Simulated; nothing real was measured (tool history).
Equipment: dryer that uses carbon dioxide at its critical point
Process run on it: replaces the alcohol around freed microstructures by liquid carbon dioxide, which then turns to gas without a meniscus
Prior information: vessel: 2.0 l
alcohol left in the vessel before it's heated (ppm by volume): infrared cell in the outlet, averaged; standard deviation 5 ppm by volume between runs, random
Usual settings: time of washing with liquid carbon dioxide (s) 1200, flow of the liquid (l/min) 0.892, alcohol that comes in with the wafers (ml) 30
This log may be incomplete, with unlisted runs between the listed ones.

| run | hour | time of washing with liquid carbon dioxide (s) | flow of the liquid (l/min) | alcohol that comes in with the wafers (ml) | alcohol left in the vessel before it's heated (ppm by volume) |
|---|---|---|---|---|---|
| 1 | 0 | 1200 | 0.892 | 30 | 55 |
| 2 | 18.1 | 1200 | 0.892 | 33 | 62 |
| 3 | 30.6 | 1200 | 0.892 | 33 | 66 |
| 4 | 48 | 1200 | 0.892 | 33 | 64 |
| 5 | 66.2 | 1200 | 0.892 | 33 | 64 |
| 6 | 73.7 | 1200 | 0.892 | 33 | 60 |
| 7 | 86.9 | 1200 | 1.091 | 33 | 56 |
| 8 | 95.9 | 1200 | 1.091 | 33 | 60 |
| 9 | 110.8 | 1200 | 1.091 | 33 | 69 |
| 10 | 122.4 | 1320 | 1.091 | 33 | 63 |
| 11 | 131.3 | 1320 | 1.091 | 33 | 62 |
| 12 | 148.1 | 1320 | 1.091 | 33 | 66 |
| 13 | 156.7 | 1320 | 1.091 | 33 | 72 |
| 14 | 173.9 | 1860 | 1.306 | 33 | 77 |
| 15 | 184.6 | 900 | 1.088 | 36 | 100 |
| 16 | 202.6 | 900 | 1.088 | 36 | 106 |

Run 17 is up next; what results do you expect?
| 17 | 217.2 | 900 | 1.088 | 36 | ? |

{"run 17": {"alcohol left in the vessel before it's heated (ppm by volume)": 101}}
With the hidden condition absent and the run-to-run variation left alone, this run would have shown alcohol left in the vessel before it's heated (ppm by volume) 26.

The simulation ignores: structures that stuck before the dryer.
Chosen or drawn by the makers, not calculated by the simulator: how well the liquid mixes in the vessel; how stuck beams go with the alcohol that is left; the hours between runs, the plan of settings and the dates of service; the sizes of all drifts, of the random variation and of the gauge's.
